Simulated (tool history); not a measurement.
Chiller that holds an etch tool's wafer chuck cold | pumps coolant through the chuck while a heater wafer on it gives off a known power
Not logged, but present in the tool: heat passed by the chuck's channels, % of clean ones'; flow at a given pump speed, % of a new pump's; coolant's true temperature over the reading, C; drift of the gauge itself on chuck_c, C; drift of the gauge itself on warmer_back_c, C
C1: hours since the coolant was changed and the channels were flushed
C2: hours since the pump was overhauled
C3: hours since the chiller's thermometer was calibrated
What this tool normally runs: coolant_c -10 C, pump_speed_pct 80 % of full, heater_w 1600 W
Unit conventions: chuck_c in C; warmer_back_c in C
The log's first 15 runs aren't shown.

run 16 hour=534.8 | coolant_c=-10 pump_speed_pct=80 heater_w=952 | C1=7670 C2=975 C3=1107 | chuck_c=-1.4 warmer_back_c=3.53
run 17 hour=559.4 | coolant_c=-10 pump_speed_pct=80 heater_w=1840 | C1=7695 C2=1000 C3=1132 | chuck_c=6.8 warmer_back_c=6.85
run 18 hour=590.4 | coolant_c=-10 pump_speed_pct=80 heater_w=2249 | C1=7726 C2=1030 C3=1163 | chuck_c=10.5 warmer_back_c=8.24
run 19 hour=628.6 | coolant_c=-10 pump_speed_pct=68 heater_w=1600 | C1=7764 C2=1069 C3=1201 | chuck_c=5.8 warmer_back_c=6.94
run 20 hour=672.9 | coolant_c=-10 pump_speed_pct=82 heater_w=1600 | C1=7808 C2=1113 C3=1245 | chuck_c=4.5 warmer_back_c=5.79
run 21 hour=711.4 | coolant_c=-10 pump_speed_pct=82 heater_w=1600 | C1=7847 C2=1152 C3=1284 | chuck_c=4.5 warmer_back_c=5.77
-- hour=735.6 coolant changed, channels flushed
run 22 hour=739.9 | coolant_c=-10 pump_speed_pct=82 heater_w=1600 | C1=4 C2=1174 C3=1306 | chuck_c=3 warmer_back_c=5.76
run 23 hour=766.4 | coolant_c=-10 pump_speed_pct=85 heater_w=1599 | C1=31 C2=1200 C3=1333 | chuck_c=2.7 warmer_back_c=5.6
run 24 hour=795.8 | coolant_c=-10 pump_speed_pct=85 heater_w=1599 | C1=60 C2=1230 C3=1362 | chuck_c=2.7 warmer_back_c=5.5
run 25 hour=818.4 | coolant_c=-2 pump_speed_pct=65 heater_w=1600 | C1=83 C2=1253 C3=1385 | chuck_c=12.9 warmer_back_c=7.25
run 26 hour=847.2 | coolant_c=-19 pump_speed_pct=80 heater_w=1314 | C1=112 C2=1281 C3=1414 | chuck_c=-8 warmer_back_c=4.92
run 27 hour=869.3 | coolant_c=-6 pump_speed_pct=61 heater_w=2364 | C1=134 C2=1303 C3=1436 | chuck_c=16.8 warmer_back_c=11.36
run 28 hour=892 | coolant_c=-10 pump_speed_pct=61 heater_w=2364 | C1=156 C2=1326 C3=1459 | chuck_c=12.6 warmer_back_c=11.38
run 29 hour=923.1 | coolant_c=-13 pump_speed_pct=61 heater_w=2364 | C1=188 C2=1357 C3=1490 | chuck_c=9.8 warmer_back_c=11.49
run 30 hour=947.6 | coolant_c=-10 pump_speed_pct=80 heater_w=1112 | C1=212 C2=1382 C3=1514 | chuck_c=-1 warmer_back_c=4.12
run 31 hour=977.9 | coolant_c=-5 pump_speed_pct=80 heater_w=1600 | C1=242 C2=1412 C3=1544 | chuck_c=8.2 warmer_back_c=5.99

3 options for the next run, each taken on its own from the tool as it stands now. Forecast them:
run A hour=1027.4 | coolant_c=-17 pump_speed_pct=68 heater_w=1600 | C1=292 C2=1461 C3=1594 | chuck_c=? warmer_back_c=?
run B hour=1027.4 | coolant_c=-3 pump_speed_pct=80 heater_w=1313 | C1=292 C2=1461 C3=1594 | chuck_c=? warmer_back_c=?
run C hour=1027.4 | coolant_c=-19 pump_speed_pct=96 heater_w=1638 | C1=292 C2=1461 C3=1594 | chuck_c=? warmer_back_c=?

run=A chuck_c=-2.5 warmer_back_c=6.92
run=B chuck_c=7.9 warmer_back_c=4.92
run=C chuck_c=-6.8 warmer_back_c=5.08
With no hidden state in the tool, these same runs would have given:
run=A chuck_c=-2.7 warmer_back_c=6.81
run=B chuck_c=7.8 warmer_back_c=4.84
run=C chuck_c=-6.9 warmer_back_c=4.99

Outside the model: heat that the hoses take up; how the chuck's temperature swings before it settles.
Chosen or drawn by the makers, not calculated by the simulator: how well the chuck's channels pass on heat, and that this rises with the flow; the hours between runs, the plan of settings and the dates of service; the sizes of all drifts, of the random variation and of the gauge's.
